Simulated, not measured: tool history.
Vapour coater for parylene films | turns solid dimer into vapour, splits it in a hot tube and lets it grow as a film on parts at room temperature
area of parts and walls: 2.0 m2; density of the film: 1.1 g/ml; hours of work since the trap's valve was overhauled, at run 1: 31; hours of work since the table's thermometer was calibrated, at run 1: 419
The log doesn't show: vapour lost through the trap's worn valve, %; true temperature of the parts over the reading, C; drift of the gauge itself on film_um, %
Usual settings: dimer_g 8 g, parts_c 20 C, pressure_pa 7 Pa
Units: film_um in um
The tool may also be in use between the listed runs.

run	hour	dimer_g	parts_c	pressure_pa	hours of work since the trap's valve was overhauled	hours of work since the table's thermometer was calibrated	film_um
1	0	8	20	7	31	419	2.58
2	22.6	8	17	7	51	438	2.98
3	39.1	8	17	7	65	453	2.99
4	55.5	8	17	7	79	467	2.94
5	74.7	9	20	7	96	484	2.86
6	88.1	9	20	5.17	108	495	2.88
7	108.5	6	20	7	125	513	1.88
8	125.1	6	20	7	140	528	1.84
9	136.2	4	20	7	150	537	1.27
10	154.8	8	30	7	166	554	1.52
11	164.7	8	30	7	174	562	1.55
12	188.4	10	22	7	195	583	2.84
13	200.8	6	19	10.95	206	594	1.93
14	219.1	6	19	10.95	222	609	1.86
15	243	6	19	10.95	243	630	1.87
16	265.1	13	18	9.62	262	650	4.29
17	280.1	13	18	9.62	275	663	4.23
18	300.4	4	20	6.55	293	680	1.23
19	314.7	8	20	6.21	305	693	2.41
20	332.5	6	18	7	321	708	2.01

Forecast each of these 5 alternatives for the next run:
A	350.5	8	20	2.55	336	724	?
B	350.5	7	28	10.76	336	724	?
C	350.5	6	18	2.25	336	724	?
D	350.5	11	18	7	336	724	?
E	350.5	8	25	7	336	724	?

run	film_um
A	2.57
B	1.38
C	2.13
D	3.63
E	1.86
Without the tool's hidden state the same runs would have given:
run	film_um
A	2.76
B	1.48
C	2.28
D	3.89
E	2
